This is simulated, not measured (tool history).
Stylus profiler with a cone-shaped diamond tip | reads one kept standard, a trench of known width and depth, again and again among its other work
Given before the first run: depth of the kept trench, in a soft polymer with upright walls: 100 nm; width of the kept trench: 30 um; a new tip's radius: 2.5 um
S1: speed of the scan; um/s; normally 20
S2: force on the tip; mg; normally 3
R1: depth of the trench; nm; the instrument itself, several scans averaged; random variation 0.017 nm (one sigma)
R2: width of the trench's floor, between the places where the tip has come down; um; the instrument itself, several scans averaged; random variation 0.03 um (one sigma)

| run | hour | S1 | S2 | R1 | R2 |
|---|---|---|---|---|---|
| 1 | 0 | 20 | 3 | 101.64 | 28.32 |
| 2 | 71.3 | 22 | 3 | 101.59 | 28.21 |
| 3 | 144.9 | 22 | 3 | 101.63 | 28.19 |
| 4 | 208.1 | 22 | 3 | 101.59 | 28.12 |
| 5 | 253.5 | 5 | 3 | 101.58 | 28.17 |
| 6 | 296.9 | 5 | 3 | 101.6 | 28.17 |
| 7 | 357.7 | 20 | 3 | 101.59 | 28.01 |
| 8 | 401 | 20 | 3 | 101.55 | 28.01 |
| 9 | 462.9 | 20 | 3 | 101.56 | 27.96 |
| 10 | 496.2 | 5 | 3 | 101.54 | 27.98 |
| 11 | 570.6 | 5 | 3 | 101.48 | 27.93 |
| 12 | 606 | 5 | 3 | 101.47 | 27.97 |
| 13 | 650.8 | 5 | 3 | 101.47 | 27.89 |
| 14 | 707.7 | 5 | 3 | 101.43 | 27.83 |
| 15 | 747.8 | 20 | 1.22 | 100.67 | 27.75 |
| 16 | 792.4 | 20 | 1.22 | 100.63 | 27.73 |
| 17 | 844.8 | 8 | 1.22 | 100.56 | 27.73 |
| 18 | 878.7 | 19 | 3 | 101.43 | 27.65 |
| 19 | 945.7 | 19 | 3 | 101.37 | 27.64 |
| 20 | 1005.9 | 20 | 3 | 101.37 | 27.59 |
|  | 1081.7 | height scale calibrated on a step standard |
| 21 | 1081.7 | 20 | 3 | 101.06 | 27.55 |
| 22 | 1143.9 | 45 | 3 | 101.05 | 27.46 |
| 23 | 1195.8 | 45 | 3 | 101.04 | 27.39 |
|  | 1214 | height scale calibrated on a step standard, once more |
| 24 | 1269.1 | 45 | 6.41 | 102.94 | 27.41 |
| 25 | 1315.1 | 7 | 1.63 | 101.16 | 27.51 |
| 26 | 1387 | 5 | 2.56 | 101.57 | 27.47 |
|  | 1398.4 | new tip fitted, height scale calibrated |
| 27 | 1452.6 | 13 | 3.85 | 102.05 | 28.52 |
| 28 | 1497.3 | 13 | 3.85 | 102.1 | 28.44 |
| 29 | 1568.5 | 9 | 5.02 | 102.47 | 28.42 |
| 30 | 1634.2 | 9 | 5.02 | 102.42 | 28.37 |
| 31 | 1701.4 | 9 | 5.47 | 102.56 | 28.3 |
| 32 | 1758.6 | 23 | 4.89 | 102.37 | 28.24 |
| 33 | 1793.2 | 8 | 4.22 | 102.15 | 28.22 |
| 34 | 1845.6 | 46 | 2.31 | 101.38 | 28.04 |
| 35 | 1907.2 | 24 | 3.89 | 101.98 | 28.1 |
| 36 | 1972.7 | 20 | 1.82 | 101.1 | 28.02 |
| 37 | 2041.1 | 20 | 2.07 | 101.21 | 28.01 |
| 38 | 2103.1 | 20 | 2.07 | 101.18 | 27.97 |
| 39 | 2154 | 25 | 1.18 | 100.73 | 27.82 |
| 40 | 2191 | 5 | 4.78 | 102.19 | 27.99 |
| 41 | 2250.5 | 5 | 4.78 | 102.18 | 27.93 |
| 42 | 2302 | 12 | 1.03 | 100.62 | 27.85 |
| 43 | 2358.7 | 12 | 1.03 | 100.61 | 27.76 |
| 44 | 2404.4 | 29 | 1.71 | 100.94 | 27.69 |
| 45 | 2456.9 | 29 | 1.71 | 100.92 | 27.67 |

Branching from run 45: 5 alternative next runs. What would each branch give?
| A | 2507.4 | 29 | 1.8 | ? | ? |
| B | 2507.4 | 9 | 5.25 | ? | ? |
| C | 2507.4 | 47 | 1.88 | ? | ? |
| D | 2507.4 | 29 | 1.69 | ? | ? |
| E | 2507.4 | 40 | 1.93 | ? | ? |

| run | R1 | R2 |
|---|---|---|
| A | 100.98 | 27.66 |
| B | 102.25 | 27.77 |
| C | 100.99 | 27.52 |
| D | 100.95 | 27.63 |
| E | 101.02 | 27.58 |
Without the tool's unlogged condition, the same runs would have read:
| run | R1 | R2 |
|---|---|---|
| A | 101.27 | 28.49 |
| B | 102.55 | 28.6 |
| C | 101.29 | 28.35 |
| D | 101.24 | 28.46 |
| E | 101.31 | 28.41 |
